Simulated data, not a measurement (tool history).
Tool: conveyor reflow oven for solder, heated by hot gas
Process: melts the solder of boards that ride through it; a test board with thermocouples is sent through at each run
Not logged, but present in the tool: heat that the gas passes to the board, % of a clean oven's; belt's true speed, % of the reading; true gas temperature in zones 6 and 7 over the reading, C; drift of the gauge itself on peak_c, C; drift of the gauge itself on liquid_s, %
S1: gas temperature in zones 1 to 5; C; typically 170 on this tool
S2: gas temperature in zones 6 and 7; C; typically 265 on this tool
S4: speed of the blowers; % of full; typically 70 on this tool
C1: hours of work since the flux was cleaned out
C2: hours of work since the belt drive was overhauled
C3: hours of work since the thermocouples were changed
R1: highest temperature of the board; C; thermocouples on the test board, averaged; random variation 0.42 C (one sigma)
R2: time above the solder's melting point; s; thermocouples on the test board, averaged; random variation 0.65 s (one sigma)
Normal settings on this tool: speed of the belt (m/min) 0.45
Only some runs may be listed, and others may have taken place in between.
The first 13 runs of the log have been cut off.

run 14 hour=963 | S1=170 S2=265 speed_of_the_belt_(m/min)=0.5 S4=70 | C1=154 C2=1156 C3=578 | R1=252.2 R2=64.2
run 15 hour=1014.6 | S1=170 S2=265 speed_of_the_belt_(m/min)=0.5 S4=70 | C1=192 C2=1195 C3=617 | R1=251.3 R2=63.5
-- hour=1082.4 flux residue cleaned out of gas plates and filters
run 16 hour=1106.9 | S1=170 S2=265 speed_of_the_belt_(m/min)=0.5 S4=70 | C1=18 C2=1261 C3=682 | R1=252.5 R2=65.6
run 17 hour=1175.1 | S1=170 S2=265 speed_of_the_belt_(m/min)=0.5 S4=70 | C1=70 C2=1312 C3=733 | R1=252.7 R2=64.7
run 18 hour=1255.4 | S1=170 S2=265 speed_of_the_belt_(m/min)=0.5 S4=70 | C1=130 C2=1372 C3=794 | R1=252.4 R2=64.9
run 19 hour=1298.3 | S1=170 S2=259 speed_of_the_belt_(m/min)=0.45 S4=76 | C1=162 C2=1405 C3=826 | R1=251.5 R2=72.2
run 20 hour=1360.6 | S1=179 S2=259 speed_of_the_belt_(m/min)=0.45 S4=88 | C1=209 C2=1451 C3=873 | R1=252.7 R2=78.4
-- hour=1399.8 flux residue cleaned out of gas plates and filters
run 21 hour=1416.2 | S1=171 S2=277 speed_of_the_belt_(m/min)=0.45 S4=70 | C1=12 C2=1489 C3=911 | R1=268 R2=83.7
run 22 hour=1460.9 | S1=167 S2=277 speed_of_the_belt_(m/min)=0.419 S4=70 | C1=46 C2=1523 C3=944 | R1=268.9 R2=90.1
run 23 hour=1558.1 | S1=156 S2=279 speed_of_the_belt_(m/min)=0.45 S4=70 | C1=119 C2=1596 C3=1018 | R1=267.2 R2=79.3
run 24 hour=1611.4 | S1=156 S2=279 speed_of_the_belt_(m/min)=0.498 S4=67 | C1=159 C2=1636 C3=1058 | R1=263.4 R2=67.9
-- hour=1662.8 belt drive overhauled, speed set with a stopwatch
run 25 hour=1662.8 | S1=176 S2=255 speed_of_the_belt_(m/min)=0.498 S4=88 | C1=195 C2=0 C3=1093 | R1=246.2 R2=61.9
-- hour=1692.9 thermocouples of zones 6 and 7 changed
-- hour=1728.5 flux residue cleaned out of gas plates and filters
run 26 hour=1760.2 | S1=183 S2=264 speed_of_the_belt_(m/min)=0.535 S4=67 | C1=24 C2=68 C3=47 | R1=249 R2=60.2
run 27 hour=1835.8 | S1=183 S2=264 speed_of_the_belt_(m/min)=0.535 S4=67 | C1=81 C2=125 C3=104 | R1=248.4 R2=59.9
run 28 hour=1907.4 | S1=172 S2=264 speed_of_the_belt_(m/min)=0.531 S4=88 | C1=134 C2=179 C3=157 | R1=251.1 R2=58
run 29 hour=1964 | S1=172 S2=268 speed_of_the_belt_(m/min)=0.495 S4=62 | C1=177 C2=221 C3=200 | R1=251.6 R2=61.3
run 30 hour=2009.9 | S1=170 S2=265 speed_of_the_belt_(m/min)=0.45 S4=70 | C1=211 C2=256 C3=234 | R1=251.9 R2=69.7

Forecast each of these 4 alternatives for the next run:
-- hour=2047.1 flux residue cleaned out of gas plates and filters
run A hour=2091.4 | S1=165 S2=265 speed_of_the_belt_(m/min)=0.433 S4=67 | C1=33 C2=313 C3=292 | R1=? R2=?
-- hour=2047.1 flux residue cleaned out of gas plates and filters
run B hour=2091.4 | S1=170 S2=265 speed_of_the_belt_(m/min)=0.45 S4=73 | C1=33 C2=313 C3=292 | R1=? R2=?
-- hour=2047.1 flux residue cleaned out of gas plates and filters
run C hour=2091.4 | S1=163 S2=265 speed_of_the_belt_(m/min)=0.45 S4=57 | C1=33 C2=313 C3=292 | R1=? R2=?
-- hour=2047.1 flux residue cleaned out of gas plates and filters
run D hour=2091.4 | S1=170 S2=265 speed_of_the_belt_(m/min)=0.45 S4=79 | C1=33 C2=313 C3=292 | R1=? R2=?

run=A R1=253.9 R2=72.2
run=B R1=254.4 R2=73
run=C R1=251 R2=64.8
run=D R1=256.5 R2=73.8
What these runs would have given with no unlogged condition in the tool:
run=A R1=253.2 R2=71
run=B R1=253.8 R2=71.9
run=C R1=250.2 R2=63.6
run=D R1=255.9 R2=72.7

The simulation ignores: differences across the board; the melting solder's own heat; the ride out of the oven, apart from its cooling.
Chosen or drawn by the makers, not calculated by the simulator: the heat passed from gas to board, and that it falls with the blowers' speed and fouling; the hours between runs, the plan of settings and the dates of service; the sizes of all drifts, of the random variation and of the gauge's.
